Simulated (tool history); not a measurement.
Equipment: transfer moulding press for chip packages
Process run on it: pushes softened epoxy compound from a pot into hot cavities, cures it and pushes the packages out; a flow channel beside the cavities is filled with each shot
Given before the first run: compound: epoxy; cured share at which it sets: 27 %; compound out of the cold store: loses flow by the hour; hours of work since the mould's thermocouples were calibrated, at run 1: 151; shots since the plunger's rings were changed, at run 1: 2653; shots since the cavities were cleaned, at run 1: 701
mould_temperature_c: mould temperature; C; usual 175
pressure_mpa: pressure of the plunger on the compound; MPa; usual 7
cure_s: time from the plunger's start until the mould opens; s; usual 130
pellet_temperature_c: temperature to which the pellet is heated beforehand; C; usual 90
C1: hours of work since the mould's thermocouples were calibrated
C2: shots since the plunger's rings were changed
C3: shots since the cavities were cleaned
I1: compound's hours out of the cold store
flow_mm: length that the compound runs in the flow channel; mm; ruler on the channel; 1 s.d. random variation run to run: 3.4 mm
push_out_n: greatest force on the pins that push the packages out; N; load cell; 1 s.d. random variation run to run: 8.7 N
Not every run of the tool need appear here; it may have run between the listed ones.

run 1 hour=0 | mould_temperature_c=175 pressure_mpa=7 cure_s=130 pellet_temperature_c=90 | C1=151 C2=2653 C3=701 | I1=14.1 | flow_mm=909 push_out_n=693
run 2 hour=5.7 | mould_temperature_c=175 pressure_mpa=7 cure_s=130 pellet_temperature_c=90 | C1=155 C2=2701 C3=749 | I1=43 | flow_mm=756 push_out_n=658
-- hour=10.5 plunger's sealing rings changed
run 3 hour=14.9 | mould_temperature_c=175 pressure_mpa=7 cure_s=130 pellet_temperature_c=90 | C1=158 C2=37 C3=806 | I1=22.2 | flow_mm=898 push_out_n=687
run 4 hour=20.3 | mould_temperature_c=175 pressure_mpa=7 cure_s=130 pellet_temperature_c=90 | C1=161 C2=83 C3=852 | I1=12.8 | flow_mm=956 push_out_n=722
run 5 hour=25 | mould_temperature_c=172 pressure_mpa=7 cure_s=130 pellet_temperature_c=90 | C1=164 C2=123 C3=892 | I1=31.8 | flow_mm=854 push_out_n=843
run 6 hour=31.1 | mould_temperature_c=172 pressure_mpa=7 cure_s=130 pellet_temperature_c=90 | C1=168 C2=175 C3=944 | I1=42.9 | flow_mm=798 push_out_n=757
run 7 hour=41.9 | mould_temperature_c=172 pressure_mpa=7 cure_s=130 pellet_temperature_c=90 | C1=174 C2=266 C3=1035 | I1=30.3 | flow_mm=862 push_out_n=841
-- hour=50.6 cavities cleaned with cleaning compound and waxed
run 8 hour=51.7 | mould_temperature_c=175 pressure_mpa=7 cure_s=130 pellet_temperature_c=96 | C1=178 C2=337 C3=10 | I1=29.4 | flow_mm=848 push_out_n=937
run 9 hour=58.8 | mould_temperature_c=175 pressure_mpa=7 cure_s=130 pellet_temperature_c=96 | C1=182 C2=397 C3=70 | I1=15.6 | flow_mm=929 push_out_n=975
run 10 hour=65.6 | mould_temperature_c=183 pressure_mpa=7 cure_s=130 pellet_temperature_c=90 | C1=186 C2=455 C3=128 | I1=45.9 | flow_mm=741 push_out_n=748
run 11 hour=72.2 | mould_temperature_c=183 pressure_mpa=7 cure_s=130 pellet_temperature_c=90 | C1=190 C2=510 C3=183 | I1=36.3 | flow_mm=790 push_out_n=750
-- hour=79.2 cavities cleaned with cleaning compound and waxed, once more
run 12 hour=82.3 | mould_temperature_c=175 pressure_mpa=5.69 cure_s=130 pellet_temperature_c=90 | C1=195 C2=584 C3=27 | I1=10.4 | flow_mm=864 push_out_n=449
run 13 hour=92.6 | mould_temperature_c=175 pressure_mpa=5.69 cure_s=130 pellet_temperature_c=90 | C1=201 C2=671 C3=114 | I1=18.1 | flow_mm=820 push_out_n=460
run 14 hour=103.2 | mould_temperature_c=175 pressure_mpa=7 cure_s=130 pellet_temperature_c=90 | C1=206 C2=761 C3=204 | I1=11.4 | flow_mm=947 push_out_n=570
run 15 hour=108.2 | mould_temperature_c=170 pressure_mpa=7 cure_s=133 pellet_temperature_c=90 | C1=209 C2=804 C3=247 | I1=13.7 | flow_mm=964 push_out_n=698
run 16 hour=118.2 | mould_temperature_c=175 pressure_mpa=7 cure_s=130 pellet_temperature_c=85 | C1=215 C2=888 C3=331 | I1=26.5 | flow_mm=864 push_out_n=578
run 17 hour=122.7 | mould_temperature_c=175 pressure_mpa=7 cure_s=156 pellet_temperature_c=91 | C1=217 C2=926 C3=369 | I1=17.4 | flow_mm=914 push_out_n=522
run 18 hour=130.5 | mould_temperature_c=175 pressure_mpa=7 cure_s=140 pellet_temperature_c=80 | C1=222 C2=992 C3=435 | I1=18.9 | flow_mm=904 push_out_n=559
run 19 hour=138 | mould_temperature_c=175 pressure_mpa=7 cure_s=140 pellet_temperature_c=80 | C1=226 C2=1057 C3=500 | I1=46.9 | flow_mm=757 push_out_n=564
run 20 hour=143.8 | mould_temperature_c=175 pressure_mpa=7 cure_s=130 pellet_temperature_c=86 | C1=229 C2=1105 C3=548 | I1=29.4 | flow_mm=841 push_out_n=647
run 21 hour=153.6 | mould_temperature_c=176 pressure_mpa=7 cure_s=130 pellet_temperature_c=81 | C1=235 C2=1188 C3=631 | I1=47.3 | flow_mm=750 push_out_n=617
run 22 hour=158.3 | mould_temperature_c=178 pressure_mpa=7 cure_s=130 pellet_temperature_c=88 | C1=238 C2=1229 C3=672 | I1=21.8 | flow_mm=876 push_out_n=619
run 23 hour=166.5 | mould_temperature_c=180 pressure_mpa=7 cure_s=152 pellet_temperature_c=88 | C1=242 C2=1298 C3=741 | I1=27.6 | flow_mm=832 push_out_n=586
run 24 hour=175.8 | mould_temperature_c=177 pressure_mpa=6.41 cure_s=151 pellet_temperature_c=91 | C1=247 C2=1377 C3=820 | I1=30.2 | flow_mm=795 push_out_n=607

The next listed run, before its measurement:
run 25 hour=184.6 | mould_temperature_c=177 pressure_mpa=6.92 cure_s=151 pellet_temperature_c=94 | C1=252 C2=1452 C3=895 | I1=17.7 | flow_mm=? push_out_n=?

{"run 25": {"flow_mm": 887, "push_out_n": 613}}
Without the tool's hidden state the same run would have given flow_mm 905 mm, push_out_n 331 N.
